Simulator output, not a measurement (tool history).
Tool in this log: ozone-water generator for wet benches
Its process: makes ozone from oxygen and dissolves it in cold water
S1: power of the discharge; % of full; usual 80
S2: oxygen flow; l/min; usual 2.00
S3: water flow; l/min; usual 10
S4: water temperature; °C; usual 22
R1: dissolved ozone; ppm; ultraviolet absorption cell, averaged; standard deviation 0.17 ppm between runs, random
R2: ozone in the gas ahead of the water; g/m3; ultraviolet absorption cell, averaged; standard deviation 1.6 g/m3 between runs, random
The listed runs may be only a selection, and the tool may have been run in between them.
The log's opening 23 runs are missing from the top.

Run 24, hour 657.3: usual settings but S1 42 % of full, S2 3.25 l/min, S3 14 l/min, S4 26 °C. Result: R1 9.5 ppm, R2 140.4 g/m3.
Run 25, hour 687.6: usual settings but S2 1.22 l/min, S4 28 °C. Result: R1 19.5 ppm, R2 403.0 g/m3.
Run 26, hour 707.8: usual settings but S2 1.22 l/min, S3 8 l/min, S4 26 °C. Result: R1 23.9 ppm, R2 401.2 g/m3.
Run 27, hour 736.0: usual settings but S2 1.22 l/min, S3 9 l/min, S4 26 °C. Result: R1 21.9 ppm, R2 407.5 g/m3.
Run 28, hour 765.7: usual settings but S4 15 °C. Result: R1 23.4 ppm, R2 306.1 g/m3.
Run 29, hour 787.0: usual settings but S2 1.02 l/min, S3 13 l/min, S4 28 °C. Result: R1 15.3 ppm, R2 442.6 g/m3.
Run 30, hour 810.0: usual settings but S1 57 % of full. Result: R1 16.6 ppm, R2 233.3 g/m3.
Run 31, hour 840.3: usual settings but S1 57 % of full, S4 29 °C. Result: R1 15.2 ppm, R2 233.8 g/m3.
Run 32, hour 879.4: usual settings but S1 77 % of full, S2 2.49 l/min, S3 12 l/min, S4 18 °C. Result: R1 19.3 ppm, R2 262.6 g/m3.
Run 33, hour 917.1: usual settings but S1 68 % of full, S3 8 l/min. Result: R1 22.7 ppm, R2 266.8 g/m3.
Run 34, hour 936.7: usual settings but S1 68 % of full, S3 8 l/min. Result: R1 22.4 ppm, R2 265.5 g/m3.

Below are 3 alternative next runs, each starting from the tool's condition after run 34. Predict each:
Run A, hour 961.1: usual settings but S3 12 l/min. Result: R1 ?, R2 ?.
Run B, hour 961.1: usual settings but S1 100 % of full, S2 1.38 l/min, S4 18 °C. Result: R1 ?, R2 ?.
Run C, hour 961.1: usual settings but S1 58 % of full. Result: R1 ?, R2 ?.

run    R1     R2
  A  18.4  303.9
  B  25.7  444.7
  C  16.8  236.6
The same runs, with their run-to-run variation unchanged, on a tool lacking any hidden condition would have given:
run    R1     R2
  A  19.1  306.7
  B  26.7  449.5
  C  17.4  238.3
